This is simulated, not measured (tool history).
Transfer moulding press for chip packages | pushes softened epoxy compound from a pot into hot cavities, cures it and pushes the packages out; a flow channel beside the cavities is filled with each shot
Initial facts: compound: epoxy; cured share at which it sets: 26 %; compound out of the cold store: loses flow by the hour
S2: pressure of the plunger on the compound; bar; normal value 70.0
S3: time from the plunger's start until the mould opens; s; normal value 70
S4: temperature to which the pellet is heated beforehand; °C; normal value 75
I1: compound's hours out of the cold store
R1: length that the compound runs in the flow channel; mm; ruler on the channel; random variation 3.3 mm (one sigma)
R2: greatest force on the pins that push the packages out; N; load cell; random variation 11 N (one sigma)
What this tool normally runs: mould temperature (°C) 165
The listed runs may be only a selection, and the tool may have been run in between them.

Run 1, day 0.000: usual settings; I1 13.9. Result: R1 752 mm, R2 556 N.
Run 2, day 0.604: usual settings; I1 27.2. Result: R1 711 mm, R2 540 N.
Run 3, day 1.088: usual settings but S3 75 s; I1 31.8. Result: R1 688 mm, R2 445 N.
At day 1.817: plunger's sealing rings changed.
Run 4, day 2.021: usual settings but S3 75 s; I1 38.3. Result: R1 667 mm, R2 433 N.
At day 2.258: cavities cleaned with cleaning compound and waxed.
Run 5, day 2.871: usual settings but S3 59 s; I1 39.2. Result: R1 669 mm, R2 834 N.
Run 6, day 3.675: usual settings but S3 59 s; I1 8.4. Result: R1 767 mm, R2 882 N.
At day 4.408: cavities cleaned with cleaning compound and waxed.
Run 7, day 4.408: usual settings but S3 59 s, S4 70 °C; I1 15.6. Result: R1 748 mm, R2 910 N.
Run 8, day 4.908: usual settings but S3 59 s, S4 70 °C; I1 24.8. Result: R1 712 mm, R2 921 N.
Run 9, day 5.700: usual settings; I1 27.1. Result: R1 710 mm, R2 532 N.
At day 6.588: cavities cleaned with cleaning compound and waxed.
Run 10, day 6.588: usual settings but S4 85 °C; I1 17.8. Result: R1 738 mm, R2 506 N.
Run 11, day 7.483: usual settings; I1 17.0. Result: R1 742 mm, R2 550 N.
Run 12, day 8.138: usual settings; I1 15.5. Result: R1 748 mm, R2 569 N.
Run 13, day 8.504: usual settings but mould temperature (°C) 160, S2 68.0 bar, S3 88 s, S4 67 °C; I1 21.3. Result: R1 730 mm, R2 467 N.
At day 8.742: cavities cleaned with cleaning compound and waxed.
Run 14, day 9.112: usual settings but mould temperature (°C) 160, S2 68.0 bar, S3 88 s, S4 67 °C; I1 31.1. Result: R1 693 mm, R2 453 N.
At day 9.742: mould's thermocouples calibrated.
Run 15, day 9.938: usual settings but mould temperature (°C) 168; I1 24.9. Result: R1 711 mm, R2 440 N.
At day 10.267: plunger's sealing rings changed.
Run 16, day 10.821: usual settings but S2 57.6 bar, S4 69 °C; I1 13.2. Result: R1 676 mm, R2 573 N.
At day 11.129: cavities cleaned with cleaning compound and waxed.
Run 17, day 11.675: usual settings but mould temperature (°C) 168, S2 80.2 bar; I1 28.5. Result: R1 741 mm, R2 435 N.
Run 18, day 12.288: usual settings but mould temperature (°C) 168, S2 80.2 bar; I1 11.3. Result: R1 803 mm, R2 457 N.
Run 19, day 13.146: usual settings but mould temperature (°C) 171, S2 55.1 bar, S3 58 s, S4 72 °C; I1 45.2. Result: R1 561 mm, R2 561 N.
At day 13.296: cavities cleaned with cleaning compound and waxed.
Run 20, day 13.733: usual settings but mould temperature (°C) 171, S2 54.0 bar, S3 69 s; I1 27.5. Result: R1 603 mm, R2 377 N.
Run 21, day 14.625: usual settings but mould temperature (°C) 170, S2 73.2 bar; I1 37.0. Result: R1 674 mm, R2 386 N.
At day 15.454: cavities cleaned with cleaning compound and waxed.
Run 22, day 15.575: usual settings but mould temperature (°C) 162, S2 76.3 bar, S3 102 s; I1 36.3. Result: R1 704 mm, R2 333 N.
Run 23, day 16.396: usual settings but mould temperature (°C) 162, S2 76.3 bar, S3 102 s; I1 10.1. Result: R1 809 mm, R2 350 N.

Run 24, settings as shown, results not yet in. Your forecast:
Run 24, day 17.021: usual settings but mould temperature (°C) 167, S3 74 s, S4 79 °C; I1 23.5. Result: R1 ?, R2 ?.

R1: 715 mm
R2: 414 N
With the hidden condition absent and the run-to-run variation left alone, this run would have shown R1 716 mm, R2 411 N.
